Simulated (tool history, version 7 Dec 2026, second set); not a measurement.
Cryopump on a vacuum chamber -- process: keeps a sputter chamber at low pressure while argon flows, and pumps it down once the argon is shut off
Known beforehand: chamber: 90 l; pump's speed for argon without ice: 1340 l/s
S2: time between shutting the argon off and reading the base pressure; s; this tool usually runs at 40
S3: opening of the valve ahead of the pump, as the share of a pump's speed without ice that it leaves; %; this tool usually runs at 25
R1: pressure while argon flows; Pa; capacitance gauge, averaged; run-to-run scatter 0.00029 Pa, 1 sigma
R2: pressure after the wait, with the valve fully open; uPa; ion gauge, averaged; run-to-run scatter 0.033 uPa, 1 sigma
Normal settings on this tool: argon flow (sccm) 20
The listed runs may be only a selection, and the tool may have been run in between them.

Run 1, hour 0: usual settings. Result: R1 0.1028 Pa, R2 3.96 uPa.
Run 2, hour 32.7: usual settings. Result: R1 0.1025 Pa, R2 4.08 uPa.
Run 3, hour 84.9: usual settings. Result: R1 0.1038 Pa, R2 4.1 uPa.
Run 4, hour 153.6: usual settings. Result: R1 0.1037 Pa, R2 4.25 uPa.
Run 5, hour 192.5: usual settings. Result: R1 0.1038 Pa, R2 4.25 uPa.
Run 6, hour 256.8: usual settings but S3 55 %. Result: R1 0.0495 Pa, R2 4.48 uPa.
At hour 290.4: pump warmed up, emptied and cooled again.
Run 7, hour 322.8: usual settings but S3 55 %. Result: R1 0.0462 Pa, R2 4.15 uPa.
Run 8, hour 376.4: usual settings but S2 30 s. Result: R1 0.1015 Pa, R2 4.82 uPa.
Run 9, hour 409.3: usual settings but S3 16 %. Result: R1 0.1589 Pa, R2 4.5 uPa.
At hour 426.7: leaking fittings of the chamber tightened, without venting.
Run 10, hour 467.1: usual settings but argon flow (sccm) 9, S3 16 %. Result: R1 0.072 Pa, R2 1.87 uPa.
Run 11, hour 531.4: usual settings but argon flow (sccm) 9, S3 16 %. Result: R1 0.0717 Pa, R2 1.97 uPa.
Run 12, hour 564.9: usual settings but argon flow (sccm) 9, S3 16 %. Result: R1 0.0722 Pa, R2 2.05 uPa.
Run 13, hour 608.8: usual settings but argon flow (sccm) 10, S3 16 %. Result: R1 0.08 Pa, R2 2.13 uPa.
Run 14, hour 664.1: usual settings but argon flow (sccm) 10, S2 160 s, S3 16 %. Result: R1 0.0803 Pa, R2 1.02 uPa.
Run 15, hour 716: usual settings but argon flow (sccm) 10, S2 160 s, S3 16 %. Result: R1 0.0804 Pa, R2 1.09 uPa.
Run 16, hour 764.8: usual settings but argon flow (sccm) 10, S2 220 s, S3 19 %. Result: R1 0.0681 Pa, R2 1.07 uPa.
Run 17, hour 806.5: usual settings but argon flow (sccm) 10, S2 220 s, S3 19 %. Result: R1 0.0681 Pa, R2 1.19 uPa.
Run 18, hour 841.5: usual settings but argon flow (sccm) 10, S2 220 s, S3 51 %. Result: R1 0.0266 Pa, R2 1.16 uPa.
Run 19, hour 870.9: usual settings but argon flow (sccm) 10, S2 220 s, S3 51 %. Result: R1 0.0268 Pa, R2 1.27 uPa.
At hour 878.9: pump warmed up, emptied and cooled again.
Run 20, hour 944.6: usual settings but S2 137 s, S3 51 %. Result: R1 0.0499 Pa, R2 1.41 uPa.
Run 21, hour 979.3: usual settings but argon flow (sccm) 17, S2 124 s. Result: R1 0.0868 Pa, R2 1.53 uPa.
Run 22, hour 1028.6: usual settings but argon flow (sccm) 36, S2 166 s, S3 16 %. Result: R1 0.2862 Pa, R2 1.54 uPa.
Run 23, hour 1071.9: usual settings but argon flow (sccm) 13, S2 166 s, S3 50 %. Result: R1 0.0336 Pa, R2 1.57 uPa.

Predict the results of run 24:
Run 24, hour 1106.7: usual settings but argon flow (sccm) 13, S2 166 s, S3 50 %. Result: R1 ?, R2 ?.

{"run 24": {"R1": 0.0342, "R2": 1.66}}
Without the tool's hidden state the same run would have given R1 0.0331 Pa, R2 0.62 uPa.
